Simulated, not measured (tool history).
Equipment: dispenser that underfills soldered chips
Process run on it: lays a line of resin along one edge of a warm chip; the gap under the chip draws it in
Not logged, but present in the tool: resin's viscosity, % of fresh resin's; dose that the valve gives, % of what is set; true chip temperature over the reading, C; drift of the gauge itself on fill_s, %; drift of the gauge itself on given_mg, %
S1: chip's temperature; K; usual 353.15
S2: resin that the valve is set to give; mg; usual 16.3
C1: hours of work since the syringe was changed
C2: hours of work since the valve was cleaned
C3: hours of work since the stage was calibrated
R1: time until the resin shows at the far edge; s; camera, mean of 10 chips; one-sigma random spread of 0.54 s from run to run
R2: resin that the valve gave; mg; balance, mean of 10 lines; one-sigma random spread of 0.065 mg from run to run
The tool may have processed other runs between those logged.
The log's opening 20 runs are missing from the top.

| run | hour | S1 | S2 | C1 | C2 | C3 | R1 | R2 |
|---|---|---|---|---|---|---|---|---|
| 21 | 86.1 | 341.15 | 14.5 | 9 | 121 | 162 | 107.1 | 13.35 |
|  | 90.5 | new syringe of resin |
| 22 | 92.1 | 368.15 | 15.1 | 1 | 125 | 166 | 31.2 | 13.97 |
| 23 | 97.1 | 368.15 | 15.1 | 5 | 128 | 169 | 36.1 | 13.85 |
| 24 | 100.2 | 353.15 | 18.2 | 7 | 131 | 172 | 58.8 | 16.70 |
|  | 103.9 | dispensing valve cleaned and set on the balance |
| 25 | 104.8 | 363.15 | 14.3 | 9 | 1 | 174 | 48.3 | 14.35 |
|  | 108.8 | new syringe of resin |
| 26 | 109.2 | 364.15 | 15.5 | 0 | 3 | 177 | 33.0 | 15.48 |
| 27 | 115.0 | 356.15 | 14.9 | 4 | 8 | 181 | 50.6 | 14.79 |
| 28 | 120.0 | 364.15 | 18.7 | 8 | 11 | 184 | 42.2 | 18.61 |
| 29 | 122.8 | 368.15 | 18.5 | 10 | 13 | 186 | 40.8 | 18.36 |
|  | 126.4 | new syringe of resin |
| 30 | 128.4 | 360.15 | 19.8 | 1 | 17 | 190 | 36.8 | 19.59 |
| 31 | 134.3 | 360.15 | 19.8 | 6 | 21 | 194 | 44.3 | 19.64 |
| 32 | 137.6 | 365.15 | 16.4 | 8 | 23 | 196 | 41.7 | 16.14 |
| 33 | 140.1 | 365.15 | 19.7 | 10 | 25 | 198 | 43.5 | 19.44 |
|  | 143.7 | new syringe of resin |
| 34 | 145.5 | 349.15 | 17.2 | 1 | 28 | 202 | 55.3 | 16.97 |
| 35 | 151.2 | 342.15 | 16.9 | 5 | 32 | 206 | 81.8 | 16.73 |

What if the next run were any one of these 5? Each begins from the tool's condition after run 35:
| A | 155.2 | 353.15 | 16.4 | 8 | 35 | 208 | ? | ? |
| B | 155.2 | 353.15 | 15.7 | 8 | 35 | 208 | ? | ? |
| C | 155.2 | 341.15 | 16.3 | 8 | 35 | 208 | ? | ? |
| D | 155.2 | 346.15 | 16.1 | 8 | 35 | 208 | ? | ? |
| E | 155.2 | 353.15 | 16.5 | 8 | 35 | 208 | ? | ? |

| run | R1 | R2 |
|---|---|---|
| A | 62.0 | 16.12 |
| B | 63.0 | 15.57 |
| C | 94.2 | 16.02 |
| D | 79.9 | 15.77 |
| E | 61.0 | 16.25 |
Without the tool's unlogged condition, the same runs would have read:
| run | R1 | R2 |
|---|---|---|
| A | 44.6 | 16.43 |
| B | 45.1 | 15.87 |
| C | 67.5 | 16.33 |
| D | 57.2 | 16.07 |
| E | 43.9 | 16.57 |
